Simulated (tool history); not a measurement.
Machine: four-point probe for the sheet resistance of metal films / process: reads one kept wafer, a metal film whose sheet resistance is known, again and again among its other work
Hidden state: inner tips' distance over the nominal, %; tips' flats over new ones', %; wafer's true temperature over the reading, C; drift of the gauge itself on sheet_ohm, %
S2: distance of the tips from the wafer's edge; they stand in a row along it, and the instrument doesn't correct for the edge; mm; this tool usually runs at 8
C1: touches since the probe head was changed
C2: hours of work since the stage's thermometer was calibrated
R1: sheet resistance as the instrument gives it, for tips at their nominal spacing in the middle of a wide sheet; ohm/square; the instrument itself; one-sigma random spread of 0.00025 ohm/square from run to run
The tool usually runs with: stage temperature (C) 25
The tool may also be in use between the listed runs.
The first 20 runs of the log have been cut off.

run 21 hour=670.6 | stage_temperature_(C)=19 S2=8 | C1=63387 C2=856 | R1=1.234948
run 22 hour=716.1 | stage_temperature_(C)=25 S2=8 | C1=64676 C2=876 | R1=1.230519
run 23 hour=752.2 | stage_temperature_(C)=33 S2=8 | C1=65697 C2=893 | R1=1.225940
run 24 hour=773.4 | stage_temperature_(C)=35 S2=6 | C1=66295 C2=902 | R1=1.237716
run 25 hour=794.0 | stage_temperature_(C)=25 S2=29 | C1=66878 C2=912 | R1=1.215565
run 26 hour=819.8 | stage_temperature_(C)=25 S2=15 | C1=67607 C2=924 | R1=1.219348
run 27 hour=857.2 | stage_temperature_(C)=24 S2=3 | C1=68665 C2=941 | R1=1.320900
run 28 hour=878.8 | stage_temperature_(C)=24 S2=3 | C1=69274 C2=950 | R1=1.321049
run 29 hour=901.0 | stage_temperature_(C)=25 S2=3 | C1=69905 C2=960 | R1=1.320352
run 30 hour=926.5 | stage_temperature_(C)=24 S2=17 | C1=70625 C2=972 | R1=1.218753
run 31 hour=952.8 | stage_temperature_(C)=25 S2=6 | C1=71368 C2=984 | R1=1.243156
run 32 hour=993.4 | stage_temperature_(C)=32 S2=23 | C1=72517 C2=1002 | R1=1.212414
run 33 hour=1032.0 | stage_temperature_(C)=25 S2=3 | C1=73608 C2=1020 | R1=1.320471
run 34 hour=1060.2 | stage_temperature_(C)=25 S2=3 | C1=74406 C2=1033 | R1=1.320587
run 35 hour=1087.2 | stage_temperature_(C)=25 S2=8 | C1=75170 C2=1045 | R1=1.230642
run 36 hour=1130.9 | stage_temperature_(C)=23 S2=3 | C1=76406 C2=1065 | R1=1.321826
run 37 hour=1174.8 | stage_temperature_(C)=22 S2=5 | C1=77648 C2=1085 | R1=1.257229
run 38 hour=1208.5 | stage_temperature_(C)=23 S2=7 | C1=78600 C2=1100 | R1=1.236904
run 39 hour=1240.4 | stage_temperature_(C)=32 S2=7 | C1=79503 C2=1115 | R1=1.231428
run 40 hour=1276.0 | stage_temperature_(C)=32 S2=7 | C1=80508 C2=1131 | R1=1.231168
run 41 hour=1295.3 | stage_temperature_(C)=32 S2=36 | C1=81054 C2=1140 | R1=1.210583
run 42 hour=1328.1 | stage_temperature_(C)=32 S2=36 | C1=81983 C2=1155 | R1=1.211127
run 43 hour=1368.8 | stage_temperature_(C)=26 S2=71 | C1=83134 C2=1173 | R1=1.213629
run 44 hour=1410.8 | stage_temperature_(C)=35 S2=38 | C1=84322 C2=1192 | R1=1.208801
run 45 hour=1445.0 | stage_temperature_(C)=35 S2=38 | C1=85288 C2=1208 | R1=1.209159

4 options for the next run, each taken on its own from the tool as it stands now. Forecast them:
run A hour=1470.7 | stage_temperature_(C)=28 S2=3 | C1=86017 C2=1219 | R1=?
run B hour=1470.7 | stage_temperature_(C)=18 S2=8 | C1=86017 C2=1219 | R1=?
run C hour=1470.7 | stage_temperature_(C)=25 S2=38 | C1=86017 C2=1219 | R1=?
run D hour=1470.7 | stage_temperature_(C)=20 S2=6 | C1=86017 C2=1219 | R1=?

run=A R1=1.318501
run=B R1=1.235103
run=C R1=1.214987
run=D R1=1.246202
With the hidden condition removed and each run's random variation left untouched, the same runs would have given:
run=A R1=1.319780
run=B R1=1.236279
run=C R1=1.216171
run=D R1=1.247395
